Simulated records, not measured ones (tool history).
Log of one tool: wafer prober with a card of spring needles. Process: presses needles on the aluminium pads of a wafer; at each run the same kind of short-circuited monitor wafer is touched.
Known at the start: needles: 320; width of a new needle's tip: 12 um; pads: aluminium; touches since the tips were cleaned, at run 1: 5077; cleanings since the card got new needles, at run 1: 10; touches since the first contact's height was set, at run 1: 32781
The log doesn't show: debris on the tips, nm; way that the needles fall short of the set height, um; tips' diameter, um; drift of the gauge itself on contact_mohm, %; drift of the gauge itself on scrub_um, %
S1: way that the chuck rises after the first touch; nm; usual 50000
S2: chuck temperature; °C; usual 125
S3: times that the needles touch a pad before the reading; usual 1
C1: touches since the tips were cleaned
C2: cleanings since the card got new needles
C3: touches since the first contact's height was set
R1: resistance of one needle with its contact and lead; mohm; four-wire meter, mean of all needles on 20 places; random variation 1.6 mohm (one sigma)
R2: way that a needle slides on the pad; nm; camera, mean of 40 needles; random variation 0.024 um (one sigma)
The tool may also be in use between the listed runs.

run	day	S1	S2	S3	C1	C2	C3	R1	R2
1	0	50000	125	1	5077	10	32781	317	13070
# day 0.308: tips cleaned on abrasive film
2	0.308	50000	125	1	0	11	36287	173	13050
3	0.579	50000	125	1	3118	11	39405	272	13060
4	0.983	50000	125	1	7749	11	44036	340	13010
# day 1.075: tips cleaned on abrasive film
5	1.312	50000	125	1	2698	12	47764	278	12980
6	1.65	50000	125	1	6619	12	51685	329	13010
# day 1.825: tips cleaned on abrasive film
7	1.988	50000	125	1	1854	13	55492	249	12990
8	2.196	50000	125	1	4263	13	57901	306	13020
9	2.562	50000	125	1	8462	13	62100	344	12990
# day 2.6: tips cleaned on abrasive film
10	2.871	50000	125	1	3103	14	65614	282	12930
11	3.204	50000	125	1	6955	14	69466	343	12960
# day 3.358: tips cleaned on abrasive film
# day 3.371: height of the first contact set anew
12	3.562	50000	105	1	2183	15	2183	256	12780
13	3.812	50000	125	1	5065	15	5065	316	12820
14	4.096	50000	125	1	8334	15	8334	348	12830
# day 4.125: tips cleaned on abrasive film
15	4.3	33000	125	1	1978	16	10622	371	8350
16	4.588	33000	125	1	5318	16	13962	523	8340
# day 4.9: tips cleaned on abrasive film
17	4.904	59000	125	1	45	17	17552	169	15170
18	5.304	59000	77	1	4621	17	22128	277	15090
# day 5.358: height of the first contact set anew, once more
19	5.604	67000	125	2	7941	17	2844	226	17570
# day 5.683: tips cleaned on abrasive film
20	5.796	43000	125	2	1314	18	5017	216	11270
21	6.15	50000	59	1	5347	18	9050	329	13100
22	6.412	50000	98	1	8400	18	12103	347	13080
# day 6.446: tips cleaned on abrasive film
23	6.754	50000	115	1	3548	19	15957	294	13100
24	7.112	50000	115	1	7672	19	20081	344	13040
# day 7.196: tips cleaned on abrasive film
25	7.446	51000	47	2	2884	20	23888	224	13310
26	7.633	63000	63	1	5059	20	26063	266	16480

4 ways to go on from here, each from the tool as it stands after run 26. What would each give?
# day 7.946: tips cleaned on abrasive film
A	7.967	39000	63	1	255	21	29836	?	?
# day 7.946: tips cleaned on abrasive film
B	7.967	32000	30	1	255	21	29836	?	?
# day 7.946: tips cleaned on abrasive film
C	7.967	31000	89	1	255	21	29836	?	?
# day 7.946: tips cleaned on abrasive film
D	7.967	50000	125	3	255	21	29836	?	?

run	R1	R2
A	199	10140
B	228	8320
C	236	8050
D	172	13000
Without the tool's hidden state the same runs would have given:
run	R1	R2
A	151	10240
B	156	8420
C	166	8140
D	161	13100
